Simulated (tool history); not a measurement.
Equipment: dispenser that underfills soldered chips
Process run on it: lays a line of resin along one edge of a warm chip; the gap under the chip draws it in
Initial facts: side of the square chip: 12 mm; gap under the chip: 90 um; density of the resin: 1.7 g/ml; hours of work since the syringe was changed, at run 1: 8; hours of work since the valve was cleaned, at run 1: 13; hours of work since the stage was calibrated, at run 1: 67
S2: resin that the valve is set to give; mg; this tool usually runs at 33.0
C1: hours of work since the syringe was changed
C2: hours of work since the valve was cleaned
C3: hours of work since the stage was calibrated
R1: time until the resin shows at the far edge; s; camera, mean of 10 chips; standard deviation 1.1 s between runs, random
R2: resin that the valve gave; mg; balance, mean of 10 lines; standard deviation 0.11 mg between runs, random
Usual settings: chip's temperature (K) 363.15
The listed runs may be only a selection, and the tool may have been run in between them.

{"run": 1, "hour": 0.0, "chip's temperature (K)": 363.15, "S2": 33.0, "C1": 8, "C2": 13, "C3": 67, "R1": 198.0, "R2": 32.5}
{"hour": 2.4, "done": "new syringe of resin"}
{"run": 2, "hour": 7.5, "chip's temperature (K)": 363.15, "S2": 33.0, "C1": 4, "C2": 18, "C3": 72, "R1": 140.8, "R2": 32.58}
{"run": 3, "hour": 13.4, "chip's temperature (K)": 363.15, "S2": 33.0, "C1": 8, "C2": 23, "C3": 76, "R1": 204.0, "R2": 32.59}
{"hour": 16.6, "done": "new syringe of resin"}
{"run": 4, "hour": 19.1, "chip's temperature (K)": 363.15, "S2": 33.0, "C1": 2, "C2": 26, "C3": 80, "R1": 118.7, "R2": 32.41}
{"run": 5, "hour": 22.8, "chip's temperature (K)": 363.15, "S2": 38.4, "C1": 4, "C2": 29, "C3": 83, "R1": 147.5, "R2": 37.68}
{"run": 6, "hour": 25.9, "chip's temperature (K)": 363.15, "S2": 33.9, "C1": 7, "C2": 31, "C3": 85, "R1": 180.6, "R2": 33.32}
{"run": 7, "hour": 30.0, "chip's temperature (K)": 363.15, "S2": 41.8, "C1": 10, "C2": 34, "C3": 88, "R1": 229.1, "R2": 41.09}
{"hour": 31.0, "done": "new syringe of resin"}
{"run": 8, "hour": 36.2, "chip's temperature (K)": 364.15, "S2": 41.8, "C1": 4, "C2": 39, "C3": 92, "R1": 129.9, "R2": 40.9}
{"run": 9, "hour": 40.2, "chip's temperature (K)": 363.15, "S2": 33.0, "C1": 7, "C2": 41, "C3": 95, "R1": 177.7, "R2": 32.34}
{"hour": 44.9, "done": "new syringe of resin"}
{"run": 10, "hour": 45.6, "chip's temperature (K)": 363.15, "S2": 33.0, "C1": 0, "C2": 45, "C3": 98, "R1": 105.2, "R2": 32.32}
{"run": 11, "hour": 51.0, "chip's temperature (K)": 363.15, "S2": 33.0, "C1": 4, "C2": 49, "C3": 102, "R1": 147.1, "R2": 32.14}
{"run": 12, "hour": 56.6, "chip's temperature (K)": 363.15, "S2": 36.1, "C1": 8, "C2": 53, "C3": 106, "R1": 207.2, "R2": 35.04}
{"hour": 58.9, "done": "new syringe of resin"}
{"run": 13, "hour": 63.3, "chip's temperature (K)": 363.15, "S2": 33.0, "C1": 3, "C2": 58, "C3": 111, "R1": 134.0, "R2": 32.0}
{"run": 14, "hour": 70.0, "chip's temperature (K)": 363.15, "S2": 32.1, "C1": 8, "C2": 62, "C3": 116, "R1": 204.2, "R2": 31.02}
{"hour": 73.1, "done": "new syringe of resin"}
{"run": 15, "hour": 75.5, "chip's temperature (K)": 363.15, "S2": 41.6, "C1": 2, "C2": 66, "C3": 120, "R1": 113.0, "R2": 40.23}
{"run": 16, "hour": 81.9, "chip's temperature (K)": 363.15, "S2": 41.6, "C1": 6, "C2": 71, "C3": 124, "R1": 171.3, "R2": 40.08}
{"run": 17, "hour": 86.4, "chip's temperature (K)": 363.15, "S2": 38.2, "C1": 10, "C2": 74, "C3": 127, "R1": 226.9, "R2": 36.94}
{"hour": 87.2, "done": "new syringe of resin"}
{"run": 18, "hour": 91.0, "chip's temperature (K)": 363.15, "S2": 38.2, "C1": 3, "C2": 77, "C3": 130, "R1": 126.7, "R2": 36.62}
{"hour": 94.5, "done": "dispensing valve cleaned and set on the balance"}
{"run": 19, "hour": 95.4, "chip's temperature (K)": 363.15, "S2": 40.9, "C1": 5, "C2": 1, "C3": 133, "R1": 155.7, "R2": 40.83}
{"hour": 102.2, "done": "new syringe of resin"}
{"run": 20, "hour": 102.4, "chip's temperature (K)": 365.15, "S2": 36.7, "C1": 0, "C2": 5, "C3": 138, "R1": 92.8, "R2": 36.8}
{"run": 21, "hour": 107.5, "chip's temperature (K)": 363.15, "S2": 35.9, "C1": 4, "C2": 9, "C3": 141, "R1": 136.5, "R2": 35.69}
{"run": 22, "hour": 114.0, "chip's temperature (K)": 363.15, "S2": 35.9, "C1": 9, "C2": 14, "C3": 146, "R1": 204.6, "R2": 35.61}
{"hour": 116.6, "done": "new syringe of resin"}
{"run": 23, "hour": 121.2, "chip's temperature (K)": 363.15, "S2": 35.9, "C1": 3, "C2": 19, "C3": 151, "R1": 132.5, "R2": 35.64}
{"run": 24, "hour": 124.2, "chip's temperature (K)": 363.15, "S2": 35.9, "C1": 5, "C2": 21, "C3": 153, "R1": 158.0, "R2": 35.69}
{"run": 25, "hour": 128.8, "chip's temperature (K)": 376.15, "S2": 35.9, "C1": 9, "C2": 24, "C3": 157, "R1": 131.3, "R2": 35.5}
{"hour": 130.7, "done": "new syringe of resin"}
{"run": 26, "hour": 135.7, "chip's temperature (K)": 364.15, "S2": 29.6, "C1": 4, "C2": 29, "C3": 161, "R1": 134.9, "R2": 29.16}
{"run": 27, "hour": 141.2, "chip's temperature (K)": 352.15, "S2": 34.2, "C1": 8, "C2": 33, "C3": 165, "R1": 295.7, "R2": 33.72}
{"hour": 144.9, "done": "new syringe of resin"}
{"run": 28, "hour": 147.5, "chip's temperature (K)": 352.15, "S2": 33.1, "C1": 2, "C2": 37, "C3": 170, "R1": 186.4, "R2": 32.54}
{"run": 29, "hour": 151.9, "chip's temperature (K)": 365.15, "S2": 29.4, "C1": 5, "C2": 40, "C3": 173, "R1": 149.7, "R2": 28.75}
{"hour": 158.7, "done": "new syringe of resin"}
{"run": 30, "hour": 158.7, "chip's temperature (K)": 373.15, "S2": 28.3, "C1": 0, "C2": 45, "C3": 177, "R1": 70.8, "R2": 27.63}
{"run": 31, "hour": 165.0, "chip's temperature (K)": 369.15, "S2": 40.6, "C1": 4, "C2": 50, "C3": 182, "R1": 114.2, "R2": 39.52}
{"run": 32, "hour": 169.3, "chip's temperature (K)": 369.15, "S2": 40.6, "C1": 8, "C2": 53, "C3": 185, "R1": 147.2, "R2": 39.41}
{"hour": 172.6, "done": "new syringe of resin"}
{"run": 33, "hour": 176.4, "chip's temperature (K)": 369.15, "S2": 40.6, "C1": 3, "C2": 58, "C3": 190, "R1": 96.9, "R2": 39.34}

Same runs, no hidden state in the tool, same run-to-run variation:
Unlogged tool condition in this case: resin's viscosity, % of fresh resin's; dose that the valve gives, % of what is set; true chip temperature over the reading, C; drift of the gauge itself on fill_s, %; drift of the gauge itself on given_mg, %.
run=1 R1=100.3 R2=32.73
run=2 R1=104.2 R2=32.89
run=3 R1=105.2 R2=32.98
run=4 R1=103.1 R2=32.86
run=5 R1=101.9 R2=38.25
run=6 R1=102.9 R2=33.86
run=7 R1=101.5 R2=41.82
run=8 R1=98.0 R2=41.72
run=9 R1=104.0 R2=33.04
run=10 R1=103.4 R2=33.07
run=11 R1=103.6 R2=32.96
run=12 R1=103.5 R2=36.00
run=13 R1=104.6 R2=32.95
run=14 R1=105.0 R2=32.02
run=15 R1=101.2 R2=41.61
run=16 R1=103.5 R2=41.56
run=17 R1=103.6 R2=38.36
run=18 R1=102.6 R2=38.09
run=19 R1=102.8 R2=40.80
run=20 R1=95.2 R2=36.86
run=21 R1=102.8 R2=35.82
run=22 R1=102.5 R2=35.83
run=23 R1=102.5 R2=35.96
run=24 R1=101.8 R2=36.04
run=25 R1=63.1 R2=35.92
run=26 R1=104.4 R2=29.58
run=27 R1=163.9 R2=34.27
run=28 R1=165.2 R2=33.14
run=29 R1=100.7 R2=29.34
run=30 R1=72.9 R2=28.26
run=31 R1=80.6 R2=40.52
run=32 R1=79.7 R2=40.47
run=33 R1=80.1 R2=40.51
